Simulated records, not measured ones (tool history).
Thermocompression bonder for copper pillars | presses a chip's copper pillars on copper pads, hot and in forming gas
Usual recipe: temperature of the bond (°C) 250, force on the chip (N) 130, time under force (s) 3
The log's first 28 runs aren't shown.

run     day  temperature of the bond (°C)  force on the chip (N)  time under force (s)  force that shears a chip off (N)
 29  28.429                           254                     82                     3                              43.4
 30  29.621                           254                     82                     3                              42.7
 31  30.329                           250                    130                     3                                53
 32  31.725                           250                    130                     3                              53.5
 33  32.862                           250                     91                     3                              43.3
 34  33.446                           250                    133                     3                              53.8
 35  34.308                           250                    131                     8                              72.6
 36  35.146                           230                    173                     4                              52.7
 37  35.858                           230                    173                     4                                52
 38  37.108                           264                    130                     6                              78.1
     37.704  -- forming gas filter changed
 39  38.204                           267                    139                     3                              75.8

Forecast each of these 5 alternatives for the next run:
  A  38.888                           250                    130                     3                                 ?
  B  38.888                           240                    139                     3                                 ?
  C  38.888                           250                    130                     5                                 ?
  D  38.888                           276                    130                     3                                 ?
  E  38.888                           244                    139                     3                                 ?

run  force that shears a chip off (N)
  A                              58.9
  B                              52.8
  C                              68.8
  D                              79.1
  E                              55.5
Stripped of hidden state, with their random variation kept, the same runs would have yielded:
run  force that shears a chip off (N)
  A                              54.9
  B                              48.9
  C                              64.6
  D                              75.1
  E                              51.6
